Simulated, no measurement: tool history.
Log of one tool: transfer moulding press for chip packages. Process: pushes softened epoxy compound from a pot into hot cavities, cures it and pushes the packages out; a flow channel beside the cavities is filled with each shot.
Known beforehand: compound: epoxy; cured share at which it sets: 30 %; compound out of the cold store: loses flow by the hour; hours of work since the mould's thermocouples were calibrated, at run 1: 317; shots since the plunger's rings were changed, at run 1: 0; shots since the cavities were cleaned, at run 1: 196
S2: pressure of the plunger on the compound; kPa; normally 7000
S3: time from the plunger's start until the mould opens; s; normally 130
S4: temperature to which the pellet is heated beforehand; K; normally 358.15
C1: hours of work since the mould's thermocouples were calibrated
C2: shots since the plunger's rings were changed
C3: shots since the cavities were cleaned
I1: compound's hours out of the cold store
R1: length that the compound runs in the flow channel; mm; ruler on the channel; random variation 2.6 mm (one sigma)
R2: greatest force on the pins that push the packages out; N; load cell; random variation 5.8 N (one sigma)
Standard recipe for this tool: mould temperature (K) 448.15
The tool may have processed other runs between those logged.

{"run": 1, "day": 0.0, "mould temperature (K)": 448.15, "S2": 7000, "S3": 130, "S4": 358.15, "C1": 317, "C2": 0, "C3": 196, "I1": 26.6, "R1": 655, "R2": 293}
{"run": 2, "day": 0.738, "mould temperature (K)": 448.15, "S2": 7000, "S3": 130, "S4": 360.15, "C1": 326, "C2": 116, "C3": 312, "I1": 30.1, "R1": 647, "R2": 333}
{"run": 3, "day": 1.625, "mould temperature (K)": 448.15, "S2": 7000, "S3": 130, "S4": 358.15, "C1": 336, "C2": 255, "C3": 451, "I1": 35.4, "R1": 631, "R2": 374}
{"day": 1.875, "done": "cavities cleaned with cleaning compound and waxed"}
{"run": 4, "day": 2.229, "mould temperature (K)": 448.15, "S2": 7000, "S3": 130, "S4": 358.15, "C1": 342, "C2": 340, "C3": 56, "I1": 15.3, "R1": 676, "R2": 403}
{"run": 5, "day": 2.967, "mould temperature (K)": 448.15, "S2": 7000, "S3": 130, "S4": 358.15, "C1": 350, "C2": 456, "C3": 172, "I1": 37.5, "R1": 621, "R2": 415}
{"run": 6, "day": 3.45, "mould temperature (K)": 448.15, "S2": 7000, "S3": 130, "S4": 358.15, "C1": 356, "C2": 531, "C3": 247, "I1": 29.5, "R1": 643, "R2": 406}
{"run": 7, "day": 4.342, "mould temperature (K)": 448.15, "S2": 7000, "S3": 130, "S4": 358.15, "C1": 366, "C2": 671, "C3": 387, "I1": 21.4, "R1": 660, "R2": 432}
{"day": 5.0, "done": "cavities cleaned with cleaning compound and waxed"}
{"run": 8, "day": 5.079, "mould temperature (K)": 448.15, "S2": 5400, "S3": 130, "S4": 358.15, "C1": 373, "C2": 777, "C3": 12, "I1": 18.7, "R1": 589, "R2": 207}
{"day": 5.329, "done": "cavities cleaned with cleaning compound and waxed, once more"}
{"run": 9, "day": 5.658, "mould temperature (K)": 448.15, "S2": 7000, "S3": 130, "S4": 358.15, "C1": 379, "C2": 858, "C3": 52, "I1": 40.5, "R1": 608, "R2": 216}
{"run": 10, "day": 6.475, "mould temperature (K)": 448.15, "S2": 7000, "S3": 130, "S4": 351.15, "C1": 388, "C2": 986, "C3": 180, "I1": 25.9, "R1": 649, "R2": 277}
{"run": 11, "day": 6.962, "mould temperature (K)": 448.15, "S2": 7000, "S3": 130, "S4": 351.15, "C1": 394, "C2": 1063, "C3": 257, "I1": 10.8, "R1": 683, "R2": 306}
{"run": 12, "day": 7.788, "mould temperature (K)": 448.15, "S2": 7000, "S3": 130, "S4": 351.15, "C1": 403, "C2": 1192, "C3": 386, "I1": 16.9, "R1": 668, "R2": 334}
{"day": 8.45, "done": "cavities cleaned with cleaning compound and waxed"}
{"run": 13, "day": 8.638, "mould temperature (K)": 448.15, "S2": 7000, "S3": 130, "S4": 351.15, "C1": 412, "C2": 1316, "C3": 29, "I1": 44.4, "R1": 601, "R2": 225}
{"run": 14, "day": 9.271, "mould temperature (K)": 448.15, "S2": 5870, "S3": 130, "S4": 352.15, "C1": 419, "C2": 1415, "C3": 128, "I1": 47.3, "R1": 543, "R2": 269}
{"day": 9.604, "done": "mould's thermocouples calibrated"}
{"run": 15, "day": 10.029, "mould temperature (K)": 448.15, "S2": 5870, "S3": 130, "S4": 352.15, "C1": 5, "C2": 1521, "C3": 234, "I1": 9.6, "R1": 631, "R2": 295}
{"run": 16, "day": 10.504, "mould temperature (K)": 448.15, "S2": 5870, "S3": 130, "S4": 352.15, "C1": 10, "C2": 1596, "C3": 309, "I1": 24.9, "R1": 591, "R2": 328}
{"run": 17, "day": 10.942, "mould temperature (K)": 448.15, "S2": 6420, "S3": 134, "S4": 358.15, "C1": 15, "C2": 1665, "C3": 378, "I1": 18.9, "R1": 639, "R2": 348}

Consider 4 possible next runs. They are alternatives, not a sequence: every one starts from the tool as it was left by run 17. What does each give?
{"day": 11.625, "done": "cavities cleaned with cleaning compound and waxed"}
{"run": "A", "day": 11.625, "mould temperature (K)": 448.15, "S2": 7000, "S3": 140, "S4": 359.15, "C1": 22, "C2": 1762, "C3": 0, "I1": 23.3, "R1": "?", "R2": "?"}
{"day": 11.625, "done": "cavities cleaned with cleaning compound and waxed"}
{"run": "B", "day": 11.625, "mould temperature (K)": 455.15, "S2": 6420, "S3": 134, "S4": 356.15, "C1": 22, "C2": 1762, "C3": 0, "I1": 35.2, "R1": "?", "R2": "?"}
{"day": 11.625, "done": "cavities cleaned with cleaning compound and waxed"}
{"run": "C", "day": 11.625, "mould temperature (K)": 448.15, "S2": 6420, "S3": 157, "S4": 358.15, "C1": 22, "C2": 1762, "C3": 0, "I1": 47.9, "R1": "?", "R2": "?"}
{"day": 11.625, "done": "cavities cleaned with cleaning compound and waxed"}
{"run": "D", "day": 11.625, "mould temperature (K)": 441.15, "S2": 6250, "S3": 130, "S4": 354.15, "C1": 22, "C2": 1762, "C3": 0, "I1": 12.3, "R1": "?", "R2": "?"}

run=A R1=647 R2=207
run=B R1=580 R2=207
run=C R1=569 R2=195
run=D R1=663 R2=294
With no hidden state in the tool, these same runs would have given:
run=A R1=662 R2=201
run=B R1=594 R2=201
run=C R1=582 R2=190
run=D R1=678 R2=289

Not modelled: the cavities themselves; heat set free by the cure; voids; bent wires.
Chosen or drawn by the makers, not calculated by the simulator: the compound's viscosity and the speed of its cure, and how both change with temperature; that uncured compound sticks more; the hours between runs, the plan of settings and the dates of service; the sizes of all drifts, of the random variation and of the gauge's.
